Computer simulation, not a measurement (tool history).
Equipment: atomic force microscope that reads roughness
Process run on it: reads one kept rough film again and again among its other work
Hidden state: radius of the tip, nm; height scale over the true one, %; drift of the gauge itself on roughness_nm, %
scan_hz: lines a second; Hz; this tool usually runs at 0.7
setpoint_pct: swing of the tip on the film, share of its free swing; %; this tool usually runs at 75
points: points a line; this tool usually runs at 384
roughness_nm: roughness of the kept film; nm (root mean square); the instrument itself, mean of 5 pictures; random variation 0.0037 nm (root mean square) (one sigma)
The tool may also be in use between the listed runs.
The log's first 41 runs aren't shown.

run,hour,scan_hz,setpoint_pct,points,pictures with this tip,hours of work since the height scale was calibrated,roughness_nm
42,765.3,3.181,75,384,173,897,1.137
43,777.1,0.581,69,367,187,903,1.203
44,799.7,1.716,66,829,215,916,1.19
# hour 811.1: new tip fitted
45,814.4,2.958,74,368,4,924,1.187
46,827.8,0.7,76,501,20,932,1.233
47,853.3,1.92,63,384,52,946,1.219
48,872.7,2.41,75,465,75,957,1.179
49,890.4,2.41,75,465,97,967,1.179
50,906.4,0.7,62,779,117,976,1.23

3 options for the next run, each taken on its own from the tool as it stands now. Forecast them:
A,928.5,0.7,57,302,144,989,?
B,928.5,3.119,58,864,144,989,?
C,928.5,0.7,75,453,144,989,?

run,roughness_nm
A,1.215
B,1.197
C,1.208
Had the tool no hidden state, the same runs would have come out as:
run,roughness_nm
A,1.261
B,1.243
C,1.254
